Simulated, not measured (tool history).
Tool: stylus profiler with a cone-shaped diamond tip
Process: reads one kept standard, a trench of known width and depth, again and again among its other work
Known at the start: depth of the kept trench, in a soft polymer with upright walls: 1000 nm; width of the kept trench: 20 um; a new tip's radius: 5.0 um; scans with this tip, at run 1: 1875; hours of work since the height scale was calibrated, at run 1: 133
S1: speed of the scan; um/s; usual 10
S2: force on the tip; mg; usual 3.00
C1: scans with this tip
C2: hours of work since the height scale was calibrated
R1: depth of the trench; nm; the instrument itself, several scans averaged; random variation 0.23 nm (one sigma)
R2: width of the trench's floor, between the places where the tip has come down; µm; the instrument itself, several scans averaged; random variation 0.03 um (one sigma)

run 1 day=0.000 | S1=10 S2=3.00 | C1=1875 C2=133 | R1=1017.58 R2=13.21
run 2 day=2.183 | S1=9 S2=3.00 | C1=2356 C2=167 | R1=1018.03 R2=13.08
run 3 day=5.188 | S1=9 S2=3.00 | C1=3019 C2=214 | R1=1017.50 R2=12.85
run 4 day=8.233 | S1=10 S2=1.86 | C1=3690 C2=261 | R1=1012.99 R2=12.55
run 5 day=10.804 | S1=10 S2=1.86 | C1=4257 C2=301 | R1=1012.14 R2=12.36
run 6 day=13.125 | S1=10 S2=1.25 | C1=4769 C2=338 | R1=1009.32 R2=12.21
run 7 day=16.042 | S1=10 S2=2.23 | C1=5412 C2=383 | R1=1014.32 R2=12.00
run 8 day=18.038 | S1=10 S2=3.00 | C1=5852 C2=414 | R1=1017.15 R2=11.92
run 9 day=20.971 | S1=10 S2=3.00 | C1=6498 C2=460 | R1=1017.36 R2=11.70
run 10 day=23.500 | S1=10 S2=6.59 | C1=7056 C2=500 | R1=1030.33 R2=11.53
run 11 day=25.658 | S1=4 S2=6.59 | C1=7532 C2=533 | R1=1029.95 R2=11.44
run 12 day=28.708 | S1=4 S2=6.59 | C1=8204 C2=581 | R1=1029.85 R2=11.22
run 13 day=29.992 | S1=4 S2=6.59 | C1=8487 C2=601 | R1=1029.86 R2=11.12
run 14 day=31.404 | S1=4 S2=6.59 | C1=8798 C2=623 | R1=1029.49 R2=10.99
run 15 day=34.292 | S1=4 S2=6.59 | C1=9434 C2=668 | R1=1029.61 R2=10.91
run 16 day=37.012 | S1=10 S2=2.78 | C1=10035 C2=710 | R1=1016.30 R2=10.68
run 17 day=38.921 | S1=10 S2=2.78 | C1=10455 C2=740 | R1=1015.92 R2=10.56
run 18 day=41.792 | S1=35 S2=2.46 | C1=11088 C2=785 | R1=1014.66 R2=10.38
run 19 day=43.775 | S1=3 S2=2.46 | C1=11525 C2=816 | R1=1014.45 R2=10.34
run 20 day=45.642 | S1=23 S2=1.22 | C1=11937 C2=845 | R1=1008.78 R2=10.12
run 21 day=48.312 | S1=30 S2=2.94 | C1=12526 C2=887 | R1=1016.27 R2=9.97
run 22 day=50.271 | S1=30 S2=2.94 | C1=12957 C2=917 | R1=1016.36 R2=9.87
run 23 day=51.638 | S1=25 S2=1.55 | C1=13258 C2=939 | R1=1009.98 R2=9.79
run 24 day=53.388 | S1=10 S2=2.84 | C1=13644 C2=966 | R1=1016.23 R2=9.77
run 25 day=56.125 | S1=19 S2=2.84 | C1=14247 C2=1009 | R1=1015.58 R2=9.55
run 26 day=58.729 | S1=19 S2=2.84 | C1=14822 C2=1049 | R1=1015.65 R2=9.47
run 27 day=61.688 | S1=10 S2=1.34 | C1=15474 C2=1095 | R1=1008.78 R2=9.29
run 28 day=63.771 | S1=10 S2=1.34 | C1=15933 C2=1128 | R1=1008.77 R2=9.21
run 29 day=65.604 | S1=10 S2=1.34 | C1=16337 C2=1157 | R1=1008.28 R2=9.08
-- day=65.925 new tip fitted, height scale calibrated
run 30 day=67.829 | S1=10 S2=1.34 | C1=420 C2=30 | R1=1010.49 R2=13.86
run 31 day=69.762 | S1=23 S2=3.20 | C1=847 C2=60 | R1=1018.55 R2=13.63
run 32 day=71.288 | S1=39 S2=7.65 | C1=1183 C2=84 | R1=1033.55 R2=13.48
run 33 day=73.788 | S1=39 S2=7.65 | C1=1734 C2=123 | R1=1033.67 R2=13.30
run 34 day=75.208 | S1=39 S2=7.65 | C1=2047 C2=145 | R1=1033.43 R2=13.14

Hidden state at the last listed run before each entry between runs and at the first one after, where it differs:
Between runs 29 and 30: new tip fitted, height scale calibrated (day 65.925)
  radius of the tip, um: 15.25 -> 5.2; height scale over the true one, %: -0.181 -> -0.038
  measured less the result without the state, R1: -1.83 -> -0.38 nm; R2: -4.87 -> -0.13 µm

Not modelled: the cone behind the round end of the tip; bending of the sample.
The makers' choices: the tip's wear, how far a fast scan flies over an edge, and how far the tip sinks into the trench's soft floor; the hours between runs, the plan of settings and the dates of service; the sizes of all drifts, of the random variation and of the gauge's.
